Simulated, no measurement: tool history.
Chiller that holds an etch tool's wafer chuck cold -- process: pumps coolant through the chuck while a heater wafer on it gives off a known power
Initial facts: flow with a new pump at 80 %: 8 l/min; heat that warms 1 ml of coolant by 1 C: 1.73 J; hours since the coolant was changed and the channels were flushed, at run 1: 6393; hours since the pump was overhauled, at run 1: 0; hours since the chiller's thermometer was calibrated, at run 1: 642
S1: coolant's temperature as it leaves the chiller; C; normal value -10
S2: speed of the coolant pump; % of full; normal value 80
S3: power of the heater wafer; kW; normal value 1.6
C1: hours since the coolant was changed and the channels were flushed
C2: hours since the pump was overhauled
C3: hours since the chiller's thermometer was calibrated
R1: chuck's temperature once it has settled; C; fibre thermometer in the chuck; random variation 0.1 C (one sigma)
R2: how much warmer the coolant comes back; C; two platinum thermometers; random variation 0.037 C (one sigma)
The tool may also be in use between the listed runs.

Run 1, hour 0: usual settings; C1 6393; C2 0; C3 642. Result: R1 12.2 C, R2 6.85 C.
Run 2, hour 98.3: usual settings but S1 -15 C; C1 6491; C2 98; C3 740. Result: R1 7.1 C, R2 6.97 C.
At hour 119.2: coolant changed, channels flushed.
Run 3, hour 261.1: usual settings but S1 -15 C; C1 142; C2 255; C3 897. Result: R1 3.3 C, R2 6.97 C.
Run 4, hour 375: usual settings but S1 -15 C; C1 256; C2 369; C3 1011. Result: R1 3.4 C, R2 7 C.
Run 5, hour 537: usual settings but S1 -15 C; C1 418; C2 531; C3 1173. Result: R1 3.5 C, R2 7.02 C.
Run 6, hour 684.6: usual settings but S1 -15 C; C1 565; C2 679; C3 1320. Result: R1 3.7 C, R2 7.06 C.
Run 7, hour 873.9: usual settings but S1 -15 C; C1 755; C2 868; C3 1510. Result: R1 3.9 C, R2 7.17 C.
Run 8, hour 1064.2: usual settings but S1 -15 C; C1 945; C2 1058; C3 1700. Result: R1 4.1 C, R2 7.13 C.
Run 9, hour 1212.3: usual settings but S1 -15 C; C1 1093; C2 1206; C3 1848. Result: R1 4.2 C, R2 7.18 C.
Run 10, hour 1358.2: usual settings but S1 -15 C; C1 1239; C2 1352; C3 1994. Result: R1 4.2 C, R2 7.14 C.
Run 11, hour 1451.7: usual settings but S2 97 % of full, S3 1.868 kW; C1 1333; C2 1446; C3 2088. Result: R1 9.1 C, R2 6.82 C.
At hour 1470.3: chiller's thermometer calibrated.
Run 12, hour 1655.1: usual settings but S2 97 % of full, S3 1.868 kW; C1 1535; C2 1648; C3 185. Result: R1 9.3 C, R2 6.84 C.
Run 13, hour 1800.3: usual settings but S2 97 % of full, S3 1.868 kW; C1 1680; C2 1793; C3 330. Result: R1 9.3 C, R2 6.75 C.
Run 14, hour 1970: usual settings but S1 -3 C, S2 86 % of full; C1 1850; C2 1963; C3 500. Result: R1 15.6 C, R2 6.74 C.
Run 15, hour 2133.6: usual settings but S1 -15 C, S2 60 % of full, S3 1.296 kW; C1 2013; C2 2127; C3 663. Result: R1 5.7 C, R2 8.27 C.
At hour 2181.7: chiller's thermometer calibrated, once more.
Run 16, hour 2262.9: usual settings but S1 -15 C, S2 60 % of full, S3 1.296 kW; C1 2142; C2 2255; C3 81. Result: R1 6.2 C, R2 8.29 C.
Run 17, hour 2415.1: usual settings but S1 -15 C, S2 64 % of full, S3 0.974 kW; C1 2294; C2 2407; C3 233. Result: R1 0.2 C, R2 5.84 C.

What if the next run were any one of these 3? Each begins from the tool's condition after run 17:
Run A, hour 2562.6: usual settings but S1 -2 C, S3 2.142 kW; C1 2441; C2 2555; C3 381. Result: R1 ?, R2 ?.
Run B, hour 2562.6: usual settings but S1 -16 C, S2 64 % of full, S3 1.39 kW; C1 2441; C2 2555; C3 381. Result: R1 ?, R2 ?.
Run C, hour 2562.6: usual settings but S1 -13 C, S2 84 % of full, S3 1.087 kW; C1 2441; C2 2555; C3 381. Result: R1 ?, R2 ?.

run    R1    R2
  A  25.6  9.91
  B   5.7  8.38
  C   0.5  4.76
With no hidden state in the tool, these same runs would have given:
run    R1    R2
  A  22.4  9.22
  B   3.2  7.79
  C    -1  4.43
